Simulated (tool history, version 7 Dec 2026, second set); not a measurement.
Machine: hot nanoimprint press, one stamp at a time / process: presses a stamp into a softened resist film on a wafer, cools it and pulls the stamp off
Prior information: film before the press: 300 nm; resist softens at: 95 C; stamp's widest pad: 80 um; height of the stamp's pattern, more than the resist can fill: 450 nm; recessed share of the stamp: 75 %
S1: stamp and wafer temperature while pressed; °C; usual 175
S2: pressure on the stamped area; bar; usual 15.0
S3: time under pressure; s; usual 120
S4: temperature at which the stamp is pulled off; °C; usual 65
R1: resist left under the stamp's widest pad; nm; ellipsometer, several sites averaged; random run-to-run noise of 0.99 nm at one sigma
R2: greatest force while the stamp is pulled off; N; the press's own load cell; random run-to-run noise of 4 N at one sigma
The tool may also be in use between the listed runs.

run    hour   S1    S2   S3  S4     R1   R2
  1     0.0  175  15.0  120  65  146.5  196
  2    50.8  175  15.0  120  65  149.6  200
  3    95.2  175  15.0  120  65  148.7  214
  4   153.9  175  15.0  120  65  149.5  214
  5   211.5  175  15.0  120  65  151.1  228
  6   247.3  175  15.0  120  65  150.4  229
  7   324.1  175  15.0  120  65  152.8  229
  8   377.3  175  15.0  120  65  151.4  232
  9   447.4  175  15.0  120  61  153.8  248
      517.6  -- stamp cleaned and given a new release coat
      536.2  -- plate thermocouple calibrated
 10   536.2  175  15.0  120  61  147.2  205
 11   573.3  175  15.0  120  61  146.9  205
 12   641.2  175  15.0  120  61  147.8  211
 13   687.8  175  15.0  120  65  149.1  206
 14   742.0  175  12.8  108  65  164.7  220
 15   816.3  166  15.0  101  65  205.1  228
 16   863.0  175  19.5  120  60  135.0  240
 17   899.6  175  19.5  130  58  132.8  237
 18   934.8  185  21.3  113  58   95.1  248
 19  1009.2  185  21.3  113  58   96.2  261
     1034.4  -- stamp cleaned and given a new release coat
 20  1060.9  175  13.4  113  71  164.4  195
 21  1112.7  175  13.4  113  71  162.5  196
 22  1185.0  184  14.9   93  52  128.1  230
 23  1239.6  175  15.0  151  65  142.5  218
 24  1286.8  175  11.1  151  65  160.2  222
 25  1328.6  175  11.1  151  65  160.5  231

Forecast each of these 3 alternatives for the next run:
  A  1376.1  175  13.9  120  64   ?   ?
  B  1376.1  177  15.0  140  65   ?   ?
  C  1376.1  175  15.0   92  50   ?   ?

run     R1   R2
  A  161.2  235
  B  137.7  226
  C  170.4  259
Without the tool's hidden state the same runs would have given:
run     R1   R2
  A  148.2  200
  B  125.5  193
  C  156.8  222

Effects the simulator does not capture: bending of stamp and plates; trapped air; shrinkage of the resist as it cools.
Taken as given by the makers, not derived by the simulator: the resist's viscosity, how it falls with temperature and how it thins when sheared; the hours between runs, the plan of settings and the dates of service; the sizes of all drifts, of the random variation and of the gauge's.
